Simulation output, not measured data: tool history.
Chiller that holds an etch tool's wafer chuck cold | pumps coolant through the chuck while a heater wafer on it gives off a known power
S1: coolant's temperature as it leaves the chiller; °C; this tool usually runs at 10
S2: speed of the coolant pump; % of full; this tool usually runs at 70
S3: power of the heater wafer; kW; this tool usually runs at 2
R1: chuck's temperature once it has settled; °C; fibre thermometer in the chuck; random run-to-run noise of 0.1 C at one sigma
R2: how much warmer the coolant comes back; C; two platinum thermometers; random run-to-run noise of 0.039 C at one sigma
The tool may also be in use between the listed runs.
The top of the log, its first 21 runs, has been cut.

run    hour  S1  S2     S3    R1    R2
 22  2494.3   9  96  2.165  25.5  6.43
       2521  -- chiller's thermometer calibrated
 23    2663   9  96  2.165  25.6  6.45
 24  2834.9   9  94  1.838  23.3   5.6
 25  2973.5   9  70  1.639  24.9  6.87
 26  3079.2   9  70  1.639  25.1  6.76
 27  3243.4   9  70  1.639    25  6.78
 28  3316.3   9  70  1.639  25.1   6.8
 29    3455   9  70   1.65  25.2  6.86
 30  3597.2   9  70   1.65  25.1  6.79
 31  3733.9   9  70   1.65  25.2  6.84

Consider 3 possible next runs. They are alternatives, not a sequence: every one starts from the tool as it was left by run 31. What does each give?
  A  3866.6   2  70      2   ?   ?
  B  3866.6  10  68  2.097   ?   ?
  C  3866.6   9  70  2.482   ?   ?

run    R1     R2
  A  21.5    8.3
  B  31.1   8.97
  C    33  10.27
The same runs, with their run-to-run variation unchanged, on a tool lacking any hidden condition would have given:
run    R1     R2
  A  21.4   8.29
  B  31.1   8.97
  C    33  10.26

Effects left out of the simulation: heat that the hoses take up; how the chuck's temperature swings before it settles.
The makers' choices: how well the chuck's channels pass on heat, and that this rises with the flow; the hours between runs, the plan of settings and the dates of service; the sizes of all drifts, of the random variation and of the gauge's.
